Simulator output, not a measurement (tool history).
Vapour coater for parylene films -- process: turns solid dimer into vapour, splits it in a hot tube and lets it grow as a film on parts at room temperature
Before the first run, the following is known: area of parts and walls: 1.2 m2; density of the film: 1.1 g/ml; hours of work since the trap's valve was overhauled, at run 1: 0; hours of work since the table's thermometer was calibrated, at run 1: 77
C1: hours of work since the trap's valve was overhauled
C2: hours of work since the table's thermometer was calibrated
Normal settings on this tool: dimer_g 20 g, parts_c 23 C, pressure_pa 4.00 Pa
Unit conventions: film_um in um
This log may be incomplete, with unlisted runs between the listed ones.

run 1 day=0.000 | dimer_g=20 parts_c=23 pressure_pa=4.00 | C1=0 C2=77 | film_um=11.04
run 2 day=0.500 | dimer_g=14 parts_c=23 pressure_pa=4.00 | C1=6 C2=84 | film_um=7.77
run 3 day=1.229 | dimer_g=14 parts_c=23 pressure_pa=4.00 | C1=16 C2=93 | film_um=7.59
run 4 day=1.729 | dimer_g=14 parts_c=35 pressure_pa=4.00 | C1=22 C2=99 | film_um=6.21
run 5 day=2.192 | dimer_g=20 parts_c=29 pressure_pa=4.00 | C1=28 C2=105 | film_um=9.94
run 6 day=2.608 | dimer_g=20 parts_c=29 pressure_pa=4.00 | C1=34 C2=111 | film_um=9.87
run 7 day=3.425 | dimer_g=20 parts_c=23 pressure_pa=4.00 | C1=44 C2=121 | film_um=11.06
run 8 day=4.312 | dimer_g=20 parts_c=23 pressure_pa=4.00 | C1=56 C2=133 | film_um=10.91
run 9 day=4.925 | dimer_g=20 parts_c=23 pressure_pa=4.00 | C1=64 C2=141 | film_um=10.95
run 10 day=5.629 | dimer_g=20 parts_c=23 pressure_pa=4.00 | C1=73 C2=150 | film_um=10.83
run 11 day=6.517 | dimer_g=35 parts_c=22 pressure_pa=4.00 | C1=84 C2=161 | film_um=19.45
run 12 day=7.375 | dimer_g=20 parts_c=33 pressure_pa=5.20 | C1=95 C2=173 | film_um=8.64
run 13 day=7.858 | dimer_g=12 parts_c=33 pressure_pa=3.34 | C1=102 C2=179 | film_um=5.66
run 14 day=8.679 | dimer_g=12 parts_c=33 pressure_pa=3.34 | C1=112 C2=189 | film_um=5.64
run 15 day=9.267 | dimer_g=12 parts_c=33 pressure_pa=3.34 | C1=120 C2=197 | film_um=5.51
run 16 day=9.717 | dimer_g=20 parts_c=28 pressure_pa=6.33 | C1=126 C2=203 | film_um=9.00
run 17 day=10.421 | dimer_g=8 parts_c=28 pressure_pa=6.33 | C1=135 C2=212 | film_um=3.62

Predict the results of run 18:
run 18 day=11.279 | dimer_g=21 parts_c=18 pressure_pa=3.75 | C1=146 C2=223 | film_um=?

{"run 18": {"film_um": 12.51}}
The same run, on a tool lacking any hidden state, would have yielded film_um 12.99 um.
